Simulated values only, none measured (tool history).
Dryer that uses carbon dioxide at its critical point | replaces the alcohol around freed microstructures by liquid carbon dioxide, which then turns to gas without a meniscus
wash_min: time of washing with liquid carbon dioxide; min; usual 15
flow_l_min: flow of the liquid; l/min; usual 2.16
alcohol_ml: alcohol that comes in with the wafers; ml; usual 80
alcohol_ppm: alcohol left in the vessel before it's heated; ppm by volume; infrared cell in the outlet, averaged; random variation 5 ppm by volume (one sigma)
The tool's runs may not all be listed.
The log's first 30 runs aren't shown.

run,hour,wash_min,flow_l_min,alcohol_ml,alcohol_ppm
31,857.7,12,3.04,80,33
32,882.1,10,2.16,25,98
33,914.2,10,2.16,25,116
34,952.1,15,1.35,80,375
35,969.0,15,1.48,80,272
36,1003.2,16,1.48,47,142
37,1035.1,10,2.88,111,123
38,1058.6,10,2.88,111,124
39,1080.9,18,1.70,80,92
40,1113.8,18,1.70,80,99
41,1135.5,20,3.61,41,42
42,1162.3,15,1.83,29,64
43,1185.6,15,1.83,29,87
44,1211.2,15,1.83,29,92
# hour 1236.1: inlet filter changed
45,1250.2,15,1.83,29,71
46,1276.9,15,1.83,29,73

Forecast each of these 3 alternatives for the next run:
A,1310.7,10,1.43,35,?
B,1310.7,9,2.50,25,?
C,1310.7,15,2.41,29,?

run,alcohol_ppm
A,474
B,107
C,60
Without the tool's hidden state the same runs would have given:
run,alcohol_ppm
A,396
B,50
C,6
